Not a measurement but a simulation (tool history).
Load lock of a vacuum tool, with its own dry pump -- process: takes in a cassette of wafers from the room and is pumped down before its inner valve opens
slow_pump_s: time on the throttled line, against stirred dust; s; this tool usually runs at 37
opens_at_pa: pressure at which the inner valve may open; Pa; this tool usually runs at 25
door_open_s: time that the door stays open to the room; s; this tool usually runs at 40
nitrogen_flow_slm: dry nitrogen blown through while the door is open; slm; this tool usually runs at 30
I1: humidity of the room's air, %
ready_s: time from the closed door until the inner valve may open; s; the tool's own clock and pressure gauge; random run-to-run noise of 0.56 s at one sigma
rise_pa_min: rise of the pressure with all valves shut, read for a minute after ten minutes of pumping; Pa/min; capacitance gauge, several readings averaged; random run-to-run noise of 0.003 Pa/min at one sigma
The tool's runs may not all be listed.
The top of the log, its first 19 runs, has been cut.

Run 20, hour 1119.0: usual settings but opens_at_pa 38 Pa, door_open_s 126 s; I1 46.0. Result: ready_s 76.8 s, rise_pa_min 0.112 Pa/min.
Run 21, hour 1158.1: usual settings but slow_pump_s 23 s, opens_at_pa 42 Pa, door_open_s 32 s, nitrogen_flow_slm 26 slm; I1 47.4. Result: ready_s 66.5 s, rise_pa_min 0.108 Pa/min.
Run 22, hour 1243.4: usual settings but door_open_s 110 s; I1 46.9. Result: ready_s 80.0 s, rise_pa_min 0.121 Pa/min.
Run 23, hour 1288.6: usual settings but slow_pump_s 36 s, opens_at_pa 35 Pa, door_open_s 39 s, nitrogen_flow_slm 27 slm; I1 44.1. Result: ready_s 76.2 s, rise_pa_min 0.117 Pa/min.
Run 24, hour 1373.9: usual settings but slow_pump_s 36 s, opens_at_pa 27 Pa, door_open_s 119 s, nitrogen_flow_slm 27 slm; I1 43.0. Result: ready_s 78.4 s, rise_pa_min 0.121 Pa/min.
Run 25, hour 1440.8: usual settings but slow_pump_s 71 s, opens_at_pa 27 Pa, door_open_s 119 s, nitrogen_flow_slm 5 slm; I1 45.3. Result: ready_s 103.7 s, rise_pa_min 0.150 Pa/min.
Run 26, hour 1488.2: usual settings but slow_pump_s 71 s, opens_at_pa 19 Pa, door_open_s 178 s, nitrogen_flow_slm 24 slm; I1 44.8. Result: ready_s 105.5 s, rise_pa_min 0.133 Pa/min.
Run 27, hour 1535.8: usual settings but slow_pump_s 71 s, opens_at_pa 19 Pa, door_open_s 178 s, nitrogen_flow_slm 18 slm; I1 46.2. Result: ready_s 105.3 s, rise_pa_min 0.143 Pa/min.
Run 28, hour 1606.9: usual settings but slow_pump_s 71 s, opens_at_pa 19 Pa, door_open_s 178 s, nitrogen_flow_slm 18 slm; I1 43.1. Result: ready_s 107.5 s, rise_pa_min 0.147 Pa/min.
Run 29, hour 1671.2: usual settings but slow_pump_s 71 s, opens_at_pa 19 Pa, door_open_s 178 s, nitrogen_flow_slm 18 slm; I1 45.9. Result: ready_s 106.0 s, rise_pa_min 0.150 Pa/min.
Run 30, hour 1727.1: usual settings but slow_pump_s 71 s, opens_at_pa 23 Pa, door_open_s 43 s, nitrogen_flow_slm 8 slm; I1 44.0. Result: ready_s 105.6 s, rise_pa_min 0.135 Pa/min.
Run 31, hour 1781.4: usual settings but slow_pump_s 71 s, opens_at_pa 23 Pa, door_open_s 43 s, nitrogen_flow_slm 8 slm; I1 49.2. Result: ready_s 104.6 s, rise_pa_min 0.142 Pa/min.
Run 32, hour 1841.3: usual settings but slow_pump_s 43 s, opens_at_pa 39 Pa; I1 45.2. Result: ready_s 81.2 s, rise_pa_min 0.137 Pa/min.
Run 33, hour 1902.3: usual settings but slow_pump_s 46 s, opens_at_pa 46 Pa, door_open_s 132 s, nitrogen_flow_slm 5 slm; I1 42.4. Result: ready_s 82.6 s, rise_pa_min 0.167 Pa/min.
Run 34, hour 1948.6: usual settings but slow_pump_s 63 s, opens_at_pa 38 Pa, door_open_s 223 s, nitrogen_flow_slm 42 slm; I1 46.6. Result: ready_s 95.6 s, rise_pa_min 0.154 Pa/min.
Run 35, hour 2028.5: usual settings but slow_pump_s 63 s, opens_at_pa 38 Pa, door_open_s 223 s, nitrogen_flow_slm 42 slm; I1 45.1. Result: ready_s 96.3 s, rise_pa_min 0.154 Pa/min.
Run 36, hour 2113.3: usual settings but slow_pump_s 44 s, opens_at_pa 29 Pa, door_open_s 223 s, nitrogen_flow_slm 14 slm; I1 44.7. Result: ready_s 83.9 s, rise_pa_min 0.183 Pa/min.
Run 37, hour 2178.5: usual settings but slow_pump_s 22 s, opens_at_pa 33 Pa, door_open_s 223 s, nitrogen_flow_slm 14 slm; I1 42.8. Result: ready_s 67.5 s, rise_pa_min 0.193 Pa/min.

Consider 3 possible next runs. They are alternatives, not a sequence: every one starts from the tool as it was left by run 37. What does each give?
Run A, hour 2219.7: usual settings but slow_pump_s 48 s, nitrogen_flow_slm 16 slm; I1 47.1. Result: ready_s ?, rise_pa_min ?.
Run B, hour 2219.7: usual settings but slow_pump_s 22 s, opens_at_pa 45 Pa, door_open_s 223 s, nitrogen_flow_slm 14 slm; I1 42.8. Result: ready_s ?, rise_pa_min ?.
Run C, hour 2219.7: usual settings but opens_at_pa 23 Pa, door_open_s 33 s, nitrogen_flow_slm 43 slm; I1 45.4. Result: ready_s ?, rise_pa_min ?.

run  ready_s  rise_pa_min
  A     88.3        0.159
  B     65.6        0.181
  C     81.0        0.154
What these runs would have given with no unlogged condition in the tool:
run  ready_s  rise_pa_min
  A     86.0        0.018
  B     63.0        0.044
  C     78.5        0.017
